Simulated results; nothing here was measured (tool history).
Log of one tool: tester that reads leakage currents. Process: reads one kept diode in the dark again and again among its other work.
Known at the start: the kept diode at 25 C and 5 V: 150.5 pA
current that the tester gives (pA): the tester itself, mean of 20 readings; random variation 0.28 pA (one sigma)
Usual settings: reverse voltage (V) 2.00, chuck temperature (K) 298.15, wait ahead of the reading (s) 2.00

run   hour  reverse voltage (V)  chuck temperature (K)  wait ahead of the reading (s)  current that the tester gives (pA)
  1    0.0                 2.00                 298.15                           2.00                               89.75
  2   47.8                13.15                 298.15                           2.00                              248.45
  3   71.4                13.15                 298.15                           2.00                              249.71
  4   96.6                 2.62                 298.15                           2.00                              103.31
  5  123.9                 2.62                 298.15                           2.00                              102.93
  6  165.8                 2.36                 294.15                           3.22                               66.01
  7  205.3                15.55                 313.15                           0.72                             1065.50
     211.1  -- chuck's temperature calibrated
  8  250.3                 2.00                 298.15                           1.17                               87.26

Forecast run 9:
  9  288.1                 2.00                 298.15                           1.17                                   ?

Run 9 gave current that the tester gives (pA) 86.94.
Without the tool's hidden state the same run would have given current that the tester gives (pA) 92.55.

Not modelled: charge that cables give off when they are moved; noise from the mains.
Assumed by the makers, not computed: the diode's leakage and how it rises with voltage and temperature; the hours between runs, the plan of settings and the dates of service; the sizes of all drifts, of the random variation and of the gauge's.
